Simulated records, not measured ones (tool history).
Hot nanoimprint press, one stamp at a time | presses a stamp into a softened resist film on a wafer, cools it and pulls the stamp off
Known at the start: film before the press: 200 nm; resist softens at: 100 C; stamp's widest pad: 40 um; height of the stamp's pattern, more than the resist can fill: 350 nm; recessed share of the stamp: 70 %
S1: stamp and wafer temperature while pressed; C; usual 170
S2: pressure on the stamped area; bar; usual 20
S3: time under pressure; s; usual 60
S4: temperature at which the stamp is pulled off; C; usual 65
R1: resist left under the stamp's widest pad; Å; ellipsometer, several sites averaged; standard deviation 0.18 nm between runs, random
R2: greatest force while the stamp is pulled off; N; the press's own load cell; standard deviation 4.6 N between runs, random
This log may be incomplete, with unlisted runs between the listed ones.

run 1 hour=0 | S1=170 S2=20 S3=60 S4=65 | R1=843 R2=221
run 2 hour=13.9 | S1=170 S2=20 S3=103 S4=65 | R1=675 R2=225
run 3 hour=22.6 | S1=170 S2=18.8 S3=60 S4=65 | R1=867 R2=235
run 4 hour=37 | S1=170 S2=25.4 S3=60 S4=65 | R1=760 R2=229
run 5 hour=53.3 | S1=170 S2=25.4 S3=60 S4=65 | R1=754 R2=233
run 6 hour=69.6 | S1=170 S2=25.4 S3=60 S4=65 | R1=756 R2=236
run 7 hour=78.9 | S1=170 S2=20 S3=60 S4=65 | R1=839 R2=234
run 8 hour=87.1 | S1=170 S2=20 S3=32 S4=65 | R1=1058 R2=237
run 9 hour=98 | S1=182 S2=20 S3=32 S4=65 | R1=674 R2=229
run 10 hour=107.5 | S1=182 S2=20 S3=32 S4=65 | R1=674 R2=237
run 11 hour=116.4 | S1=182 S2=20 S3=70 S4=65 | R1=478 R2=235
run 12 hour=125.8 | S1=170 S2=20 S3=60 S4=65 | R1=835 R2=244
run 13 hour=137.7 | S1=170 S2=20 S3=60 S4=65 | R1=837 R2=240
run 14 hour=146.8 | S1=170 S2=20 S3=84 S4=65 | R1=727 R2=248
run 15 hour=161 | S1=170 S2=20 S3=84 S4=65 | R1=727 R2=250
run 16 hour=169 | S1=167 S2=13 S3=33 S4=65 | R1=1334 R2=262
run 17 hour=184.4 | S1=170 S2=20 S3=95 S4=57 | R1=687 R2=301

Run 18 has not been measured yet. What should we expect?
run 18 hour=196.7 | S1=176 S2=26.3 S3=43 S4=56 | R1=? R2=?

{"run 18": {"R1": 661, "R2": 315}}
If the tool had no hidden condition, the same run with the same run-to-run variation would have returned R1 658 Å, R2 275 N.
